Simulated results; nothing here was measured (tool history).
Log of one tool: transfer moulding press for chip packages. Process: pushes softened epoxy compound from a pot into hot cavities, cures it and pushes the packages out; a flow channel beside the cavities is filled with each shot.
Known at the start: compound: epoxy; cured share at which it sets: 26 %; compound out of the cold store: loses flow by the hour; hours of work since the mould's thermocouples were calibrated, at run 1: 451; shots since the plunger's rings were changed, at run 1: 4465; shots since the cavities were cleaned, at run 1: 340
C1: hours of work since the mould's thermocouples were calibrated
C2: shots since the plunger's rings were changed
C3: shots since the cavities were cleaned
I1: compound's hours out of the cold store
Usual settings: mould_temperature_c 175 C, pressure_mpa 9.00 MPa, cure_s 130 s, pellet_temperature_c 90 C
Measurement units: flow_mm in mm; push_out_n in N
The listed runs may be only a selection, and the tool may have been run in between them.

run 1 day=0.000 | mould_temperature_c=175 pressure_mpa=9.00 cure_s=130 pellet_temperature_c=90 | C1=451 C2=4465 C3=340 | I1=45.5 | flow_mm=704 push_out_n=295
-- day=1.333 cavities cleaned with cleaning compound and waxed
run 2 day=1.333 | mould_temperature_c=175 pressure_mpa=9.00 cure_s=130 pellet_temperature_c=90 | C1=464 C2=4646 C3=0 | I1=24.0 | flow_mm=786 push_out_n=278
run 3 day=2.979 | mould_temperature_c=175 pressure_mpa=9.00 cure_s=130 pellet_temperature_c=90 | C1=481 C2=4880 C3=234 | I1=33.9 | flow_mm=746 push_out_n=298
-- day=5.042 cavities cleaned with cleaning compound and waxed
run 4 day=5.504 | mould_temperature_c=175 pressure_mpa=9.00 cure_s=130 pellet_temperature_c=90 | C1=507 C2=5231 C3=66 | I1=25.9 | flow_mm=779 push_out_n=293
run 5 day=8.288 | mould_temperature_c=175 pressure_mpa=9.00 cure_s=130 pellet_temperature_c=90 | C1=536 C2=5628 C3=463 | I1=30.5 | flow_mm=761 push_out_n=300
-- day=8.829 cavities cleaned with cleaning compound and waxed
run 6 day=11.046 | mould_temperature_c=175 pressure_mpa=9.00 cure_s=130 pellet_temperature_c=90 | C1=563 C2=6012 C3=316 | I1=26.0 | flow_mm=776 push_out_n=282
-- day=12.746 cavities cleaned with cleaning compound and waxed
run 7 day=12.850 | mould_temperature_c=175 pressure_mpa=9.00 cure_s=130 pellet_temperature_c=90 | C1=581 C2=6260 C3=15 | I1=34.2 | flow_mm=745 push_out_n=281
run 8 day=14.550 | mould_temperature_c=175 pressure_mpa=9.00 cure_s=130 pellet_temperature_c=90 | C1=599 C2=6502 C3=257 | I1=10.2 | flow_mm=839 push_out_n=275
-- day=15.975 plunger's sealing rings changed
-- day=16.583 cavities cleaned with cleaning compound and waxed
run 9 day=16.912 | mould_temperature_c=175 pressure_mpa=9.00 cure_s=130 pellet_temperature_c=90 | C1=622 C2=124 C3=47 | I1=27.7 | flow_mm=771 push_out_n=300
run 10 day=18.196 | mould_temperature_c=175 pressure_mpa=9.00 cure_s=130 pellet_temperature_c=90 | C1=635 C2=307 C3=230 | I1=37.5 | flow_mm=733 push_out_n=295
run 11 day=20.154 | mould_temperature_c=175 pressure_mpa=9.00 cure_s=130 pellet_temperature_c=90 | C1=655 C2=586 C3=509 | I1=43.6 | flow_mm=712 push_out_n=284
-- day=20.375 cavities cleaned with cleaning compound and waxed
run 12 day=22.196 | mould_temperature_c=175 pressure_mpa=9.00 cure_s=130 pellet_temperature_c=86 | C1=676 C2=868 C3=259 | I1=21.8 | flow_mm=798 push_out_n=299
-- day=24.138 cavities cleaned with cleaning compound and waxed
run 13 day=25.100 | mould_temperature_c=175 pressure_mpa=9.00 cure_s=130 pellet_temperature_c=86 | C1=705 C2=1273 C3=137 | I1=26.0 | flow_mm=778 push_out_n=279
run 14 day=26.629 | mould_temperature_c=181 pressure_mpa=9.00 cure_s=130 pellet_temperature_c=87 | C1=721 C2=1491 C3=355 | I1=21.7 | flow_mm=770 push_out_n=287
-- day=28.000 cavities cleaned with cleaning compound and waxed
run 15 day=28.775 | mould_temperature_c=178 pressure_mpa=8.00 cure_s=130 pellet_temperature_c=87 | C1=742 C2=1787 C3=110 | I1=11.6 | flow_mm=778 push_out_n=293
run 16 day=31.112 | mould_temperature_c=175 pressure_mpa=10.64 cure_s=130 pellet_temperature_c=86 | C1=767 C2=2120 C3=443 | I1=40.4 | flow_mm=785 push_out_n=282
-- day=31.750 cavities cleaned with cleaning compound and waxed
run 17 day=32.529 | mould_temperature_c=175 pressure_mpa=10.64 cure_s=130 pellet_temperature_c=86 | C1=781 C2=2313 C3=111 | I1=14.5 | flow_mm=891 push_out_n=285
run 18 day=34.762 | mould_temperature_c=169 pressure_mpa=9.43 cure_s=116 pellet_temperature_c=86 | C1=804 C2=2632 C3=430 | I1=22.6 | flow_mm=837 push_out_n=412
-- day=35.646 cavities cleaned with cleaning compound and waxed
run 19 day=36.221 | mould_temperature_c=175 pressure_mpa=7.51 cure_s=130 pellet_temperature_c=85 | C1=818 C2=2831 C3=82 | I1=47.5 | flow_mm=642 push_out_n=286
-- day=38.821 mould's thermocouples calibrated
run 20 day=39.075 | mould_temperature_c=175 pressure_mpa=9.00 cure_s=130 pellet_temperature_c=81 | C1=3 C2=3225 C3=476 | I1=38.6 | flow_mm=733 push_out_n=294
-- day=39.638 cavities cleaned with cleaning compound and waxed
run 21 day=41.271 | mould_temperature_c=175 pressure_mpa=9.00 cure_s=130 pellet_temperature_c=81 | C1=25 C2=3530 C3=234 | I1=8.5 | flow_mm=851 push_out_n=310
-- day=43.429 cavities cleaned with cleaning compound and waxed
run 22 day=44.333 | mould_temperature_c=171 pressure_mpa=7.93 cure_s=130 pellet_temperature_c=90 | C1=56 C2=3957 C3=129 | I1=45.8 | flow_mm=678 push_out_n=325
-- day=47.283 cavities cleaned with cleaning compound and waxed
run 23 day=47.396 | mould_temperature_c=171 pressure_mpa=7.93 cure_s=130 pellet_temperature_c=90 | C1=87 C2=4384 C3=16 | I1=20.8 | flow_mm=766 push_out_n=324
run 24 day=49.638 | mould_temperature_c=175 pressure_mpa=9.00 cure_s=132 pellet_temperature_c=93 | C1=110 C2=4704 C3=336 | I1=25.5 | flow_mm=783 push_out_n=290
-- day=51.079 cavities cleaned with cleaning compound and waxed
run 25 day=51.983 | mould_temperature_c=175 pressure_mpa=9.00 cure_s=132 pellet_temperature_c=93 | C1=134 C2=5029 C3=129 | I1=12.5 | flow_mm=833 push_out_n=295
run 26 day=53.746 | mould_temperature_c=175 pressure_mpa=9.00 cure_s=132 pellet_temperature_c=93 | C1=152 C2=5280 C3=380 | I1=36.4 | flow_mm=739 push_out_n=283

Alternative continuations, all from the tool just after run 26; predict every row:
-- day=54.850 cavities cleaned with cleaning compound and waxed
run A day=55.729 | mould_temperature_c=176 pressure_mpa=9.00 cure_s=130 pellet_temperature_c=90 | C1=172 C2=5554 C3=126 | I1=30.6 | flow_mm=? push_out_n=?
-- day=54.850 cavities cleaned with cleaning compound and waxed
run B day=55.729 | mould_temperature_c=175 pressure_mpa=8.85 cure_s=150 pellet_temperature_c=90 | C1=172 C2=5554 C3=126 | I1=25.3 | flow_mm=? push_out_n=?
-- day=54.850 cavities cleaned with cleaning compound and waxed
run C day=55.729 | mould_temperature_c=175 pressure_mpa=8.05 cure_s=146 pellet_temperature_c=93 | C1=172 C2=5554 C3=126 | I1=17.9 | flow_mm=? push_out_n=?
-- day=54.850 cavities cleaned with cleaning compound and waxed
run D day=55.729 | mould_temperature_c=180 pressure_mpa=9.00 cure_s=123 pellet_temperature_c=96 | C1=172 C2=5554 C3=126 | I1=32.5 | flow_mm=? push_out_n=?
-- day=54.850 cavities cleaned with cleaning compound and waxed
run E day=55.729 | mould_temperature_c=177 pressure_mpa=8.59 cure_s=132 pellet_temperature_c=93 | C1=172 C2=5554 C3=126 | I1=9.7 | flow_mm=? push_out_n=?

run=A flow_mm=751 push_out_n=298
run=B flow_mm=773 push_out_n=291
run=C flow_mm=767 push_out_n=294
run=D flow_mm=728 push_out_n=281
run=E flow_mm=818 push_out_n=286
Take away the tool's hidden state, keep each run's random variation, and the runs would have read:
run=A flow_mm=752 push_out_n=297
run=B flow_mm=774 push_out_n=290
run=C flow_mm=767 push_out_n=293
run=D flow_mm=729 push_out_n=280
run=E flow_mm=819 push_out_n=285

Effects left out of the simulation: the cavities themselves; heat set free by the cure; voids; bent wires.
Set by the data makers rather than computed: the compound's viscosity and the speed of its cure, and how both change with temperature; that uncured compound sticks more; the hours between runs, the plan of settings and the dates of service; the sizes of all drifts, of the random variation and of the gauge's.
